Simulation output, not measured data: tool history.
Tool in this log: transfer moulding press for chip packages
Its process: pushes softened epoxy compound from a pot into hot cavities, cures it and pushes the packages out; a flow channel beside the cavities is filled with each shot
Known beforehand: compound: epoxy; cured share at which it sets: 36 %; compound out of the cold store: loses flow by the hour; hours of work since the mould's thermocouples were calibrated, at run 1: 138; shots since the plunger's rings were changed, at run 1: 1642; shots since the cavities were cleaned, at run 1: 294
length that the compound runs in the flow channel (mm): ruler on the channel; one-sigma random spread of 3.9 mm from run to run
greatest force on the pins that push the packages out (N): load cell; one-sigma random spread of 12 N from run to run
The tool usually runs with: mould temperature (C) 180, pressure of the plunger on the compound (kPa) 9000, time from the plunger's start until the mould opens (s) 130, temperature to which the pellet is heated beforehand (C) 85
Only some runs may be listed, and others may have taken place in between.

| run | hour | mould temperature (C) | pressure of the plunger on the compound (kPa) | time from the plunger's start until the mould opens (s) | temperature to which the pellet is heated beforehand (C) | hours of work since the mould's thermocouples were calibrated | shots since the plunger's rings were changed | shots since the cavities were cleaned | incoming compound's hours out of the cold store | length that the compound runs in the flow channel (mm) | greatest force on the pins that push the packages out (N) |
|---|---|---|---|---|---|---|---|---|---|---|---|
| 1 | 0.0 | 180 | 9000 | 130 | 85 | 138 | 1642 | 294 | 37.5 | 833 | 730 |
| 2 | 8.3 | 180 | 9000 | 130 | 85 | 142 | 1700 | 352 | 25.6 | 897 | 785 |
| 3 | 17.4 | 180 | 9000 | 130 | 85 | 147 | 1763 | 415 | 21.5 | 916 | 855 |
| 4 | 22.8 | 180 | 9000 | 130 | 85 | 149 | 1800 | 452 | 17.9 | 932 | 890 |
| 5 | 30.2 | 180 | 9000 | 130 | 85 | 153 | 1851 | 503 | 30.3 | 869 | 876 |
| 6 | 39.2 | 186 | 9000 | 130 | 85 | 158 | 1914 | 566 | 15.8 | 931 | 779 |
| 7 | 44.0 | 180 | 9000 | 130 | 85 | 160 | 1947 | 599 | 31.3 | 860 | 964 |
|  | 51.3 | cavities cleaned with cleaning compound and waxed |
| 8 | 52.9 | 180 | 9710 | 130 | 85 | 164 | 1998 | 11 | 9.5 | 1024 | 555 |
| 9 | 62.1 | 180 | 9000 | 130 | 85 | 169 | 2061 | 74 | 46.7 | 782 | 581 |
| 10 | 69.9 | 180 | 9000 | 130 | 82 | 173 | 2115 | 128 | 43.8 | 798 | 618 |
| 11 | 78.3 | 180 | 9000 | 121 | 85 | 177 | 2173 | 186 | 42.0 | 807 | 731 |
| 12 | 83.8 | 180 | 7170 | 121 | 85 | 180 | 2212 | 225 | 43.4 | 709 | 801 |
| 13 | 92.3 | 180 | 7170 | 121 | 85 | 184 | 2271 | 284 | 39.4 | 728 | 844 |
| 14 | 98.0 | 180 | 7170 | 121 | 85 | 187 | 2310 | 323 | 31.9 | 759 | 867 |
| 15 | 103.5 | 180 | 7170 | 121 | 85 | 190 | 2347 | 360 | 34.4 | 751 | 898 |
| 16 | 112.3 | 180 | 7170 | 138 | 94 | 194 | 2409 | 422 | 23.2 | 802 | 798 |
| 17 | 120.9 | 180 | 7170 | 138 | 94 | 199 | 2468 | 481 | 20.8 | 810 | 793 |
| 18 | 127.9 | 183 | 9000 | 130 | 85 | 202 | 2517 | 530 | 12.4 | 948 | 837 |
| 19 | 133.8 | 176 | 8960 | 130 | 85 | 205 | 2557 | 570 | 25.6 | 891 | 1077 |
| 20 | 140.6 | 187 | 9000 | 125 | 82 | 209 | 2604 | 617 | 38.2 | 804 | 787 |
|  | 145.3 | cavities cleaned with cleaning compound and waxed |
| 21 | 146.5 | 187 | 9000 | 125 | 82 | 211 | 2635 | 8 | 21.3 | 892 | 491 |
|  | 148.9 | mould's thermocouples calibrated |
| 22 | 154.9 | 187 | 10830 | 133 | 77 | 3 | 2679 | 52 | 36.2 | 885 | 497 |
|  | 165.5 | mould's thermocouples calibrated, once more |
| 23 | 165.7 | 187 | 10830 | 133 | 86 | 0 | 2740 | 113 | 18.3 | 992 | 564 |
| 24 | 170.9 | 180 | 10830 | 157 | 86 | 3 | 2776 | 149 | 24.7 | 975 | 613 |
| 25 | 178.5 | 183 | 9680 | 117 | 83 | 7 | 2828 | 201 | 17.3 | 955 | 750 |
| 26 | 184.4 | 180 | 9000 | 161 | 80 | 10 | 2869 | 242 | 25.9 | 880 | 644 |
| 27 | 192.3 | 187 | 9000 | 161 | 80 | 14 | 2924 | 297 | 19.4 | 889 | 666 |
| 28 | 199.8 | 176 | 6840 | 161 | 80 | 18 | 2976 | 349 | 25.2 | 782 | 793 |
| 29 | 203.9 | 180 | 8380 | 130 | 85 | 20 | 3004 | 377 | 47.7 | 741 | 818 |
| 30 | 211.7 | 180 | 8380 | 130 | 85 | 24 | 3058 | 431 | 22.4 | 864 | 888 |

Below are 3 alternative next runs, each starting from the tool's condition after run 30. Predict each:
|  | 219.0 | plunger's sealing rings changed |
| A | 222.6 | 180 | 9000 | 130 | 87 | 28 | 25 | 489 | 17.9 | ? | ? |
|  | 219.0 | plunger's sealing rings changed |
| B | 222.6 | 180 | 9000 | 124 | 85 | 28 | 25 | 489 | 37.8 | ? | ? |
|  | 219.0 | plunger's sealing rings changed |
| C | 222.6 | 185 | 8380 | 130 | 85 | 28 | 25 | 489 | 19.9 | ? | ? |

| run | length that the compound runs in the flow channel (mm) | greatest force on the pins that push the packages out (N) |
|---|---|---|
| A | 965 | 921 |
| B | 842 | 947 |
| C | 897 | 794 |
The same runs, with their run-to-run variation unchanged, on a tool lacking any hidden condition would have given:
| run | length that the compound runs in the flow channel (mm) | greatest force on the pins that push the packages out (N) |
|---|---|---|
| A | 968 | 547 |
| B | 845 | 563 |
| C | 900 | 474 |

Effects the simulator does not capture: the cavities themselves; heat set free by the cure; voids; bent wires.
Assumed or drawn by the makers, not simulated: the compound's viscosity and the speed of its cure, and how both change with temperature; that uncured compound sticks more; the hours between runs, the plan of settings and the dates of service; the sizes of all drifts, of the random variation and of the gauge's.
